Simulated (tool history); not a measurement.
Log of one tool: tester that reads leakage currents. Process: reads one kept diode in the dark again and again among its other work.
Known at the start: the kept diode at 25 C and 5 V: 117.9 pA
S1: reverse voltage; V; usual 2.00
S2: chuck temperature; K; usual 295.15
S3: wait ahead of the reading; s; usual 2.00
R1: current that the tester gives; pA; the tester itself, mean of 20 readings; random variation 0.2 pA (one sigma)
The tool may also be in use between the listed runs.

| run | hour | S1 | S2 | S3 | R1 |
|---|---|---|---|---|---|
| 1 | 0.0 | 2.00 | 295.15 | 2.00 | 65.32 |
| 2 | 137.4 | 2.00 | 299.15 | 2.00 | 87.13 |
| 3 | 244.1 | 2.00 | 295.15 | 2.00 | 65.45 |
| 4 | 314.3 | 2.00 | 295.15 | 2.00 | 65.52 |
| 5 | 383.4 | 2.00 | 295.15 | 2.00 | 65.63 |
| 6 | 523.1 | 2.00 | 295.15 | 2.00 | 65.77 |
| 7 | 627.7 | 2.00 | 311.15 | 2.00 | 199.38 |
| 8 | 713.2 | 2.00 | 311.15 | 2.00 | 199.58 |
| 9 | 773.2 | 2.00 | 300.15 | 2.00 | 94.51 |
| 10 | 861.6 | 2.00 | 300.15 | 2.00 | 94.27 |
| 11 | 987.4 | 2.00 | 300.15 | 2.00 | 95.03 |
| 12 | 1073.1 | 2.00 | 300.15 | 2.00 | 94.96 |
| 13 | 1189.5 | 2.00 | 300.15 | 2.00 | 95.75 |
| 14 | 1262.0 | 2.00 | 300.15 | 2.00 | 95.29 |
| 15 | 1329.4 | 2.00 | 300.15 | 2.00 | 95.58 |
| 16 | 1439.5 | 2.00 | 300.15 | 2.00 | 95.78 |
| 17 | 1553.2 | 2.00 | 300.15 | 2.00 | 96.26 |
| 18 | 1625.4 | 2.00 | 300.15 | 2.00 | 96.35 |
| 19 | 1738.0 | 2.00 | 323.15 | 2.00 | 431.66 |
| 20 | 1828.7 | 2.00 | 323.15 | 2.00 | 433.10 |
| 21 | 1919.2 | 13.62 | 293.15 | 0.32 | 161.41 |
| 22 | 2007.4 | 1.66 | 295.15 | 3.04 | 62.86 |
|  | 2105.5 | chuck's temperature calibrated |
| 23 | 2109.4 | 1.20 | 309.15 | 0.95 | 138.56 |
| 24 | 2189.4 | 1.05 | 295.15 | 2.00 | 49.87 |
|  | 2204.0 | tester calibrated |
| 25 | 2305.8 | 2.39 | 301.15 | 6.11 | 111.53 |
| 26 | 2402.7 | 2.00 | 315.15 | 0.94 | 259.14 |
| 27 | 2481.9 | 2.61 | 333.15 | 0.74 | 872.80 |
| 28 | 2612.8 | 1.55 | 313.15 | 2.00 | 202.76 |
| 29 | 2696.0 | 1.55 | 313.15 | 2.00 | 204.28 |
| 30 | 2758.4 | 3.06 | 300.15 | 2.00 | 119.40 |
| 31 | 2863.9 | 2.00 | 317.15 | 2.00 | 297.61 |
| 32 | 2949.9 | 9.53 | 295.15 | 2.00 | 148.40 |

Run 33 comes next. What will it give?
|  | 2992.5 | tester calibrated, once more |
| 33 | 3055.3 | 1.03 | 295.15 | 2.00 | ? |

{"run 33": {"R1": 49.08}}
Without the tool's hidden state the same run would have given R1 46.39 pA.

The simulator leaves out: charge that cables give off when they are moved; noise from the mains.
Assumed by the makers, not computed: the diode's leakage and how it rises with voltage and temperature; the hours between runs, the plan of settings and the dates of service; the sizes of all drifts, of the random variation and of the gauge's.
